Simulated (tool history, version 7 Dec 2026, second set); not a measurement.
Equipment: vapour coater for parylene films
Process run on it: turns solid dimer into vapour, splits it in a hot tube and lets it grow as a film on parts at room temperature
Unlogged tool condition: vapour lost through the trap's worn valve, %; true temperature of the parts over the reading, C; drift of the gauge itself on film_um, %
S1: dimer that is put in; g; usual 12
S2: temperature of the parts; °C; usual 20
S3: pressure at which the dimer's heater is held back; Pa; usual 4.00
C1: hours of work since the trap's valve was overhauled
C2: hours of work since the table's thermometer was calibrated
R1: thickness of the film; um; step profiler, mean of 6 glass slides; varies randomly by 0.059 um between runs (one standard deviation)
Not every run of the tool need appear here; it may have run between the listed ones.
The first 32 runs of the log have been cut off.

run	hour	S1	S2	S3	C1	C2	R1
33	1028.0	12	20	4.39	347	1118	6.41
34	1071.0	12	20	4.39	375	1146	6.45
35	1096.1	11	20	3.29	391	1162	6.05
36	1129.3	11	20	4.05	413	1183	5.90
37	1154.2	11	13	4.05	429	1199	7.85
38	1195.6	16	14	4.00	456	1226	10.97
39	1222.6	13	14	9.51	473	1244	8.00
# hour 1247.4: trap's valve overhauled
40	1268.2	12	20	7.86	13	1271	6.23
41	1287.8	10	25	4.30	26	1283	4.48
42	1328.3	12	13	2.86	52	1309	8.90
43	1353.4	12	13	2.86	68	1326	8.83
44	1379.1	12	31	4.00	85	1342	4.19
45	1400.6	12	26	4.00	99	1356	5.15
46	1435.8	9	26	4.00	122	1379	3.82
47	1474.7	6	30	4.00	147	1404	2.17

Forecast each of these 3 alternatives for the next run:
A	1493.5	10	26	4.00	159	1416	?
B	1493.5	18	13	6.84	159	1416	?
C	1493.5	12	15	3.99	159	1416	?

run	R1
A	4.27
B	12.65
C	8.05
Without the tool's hidden state the same runs would have given:
run	R1
A	4.54
B	13.47
C	8.57
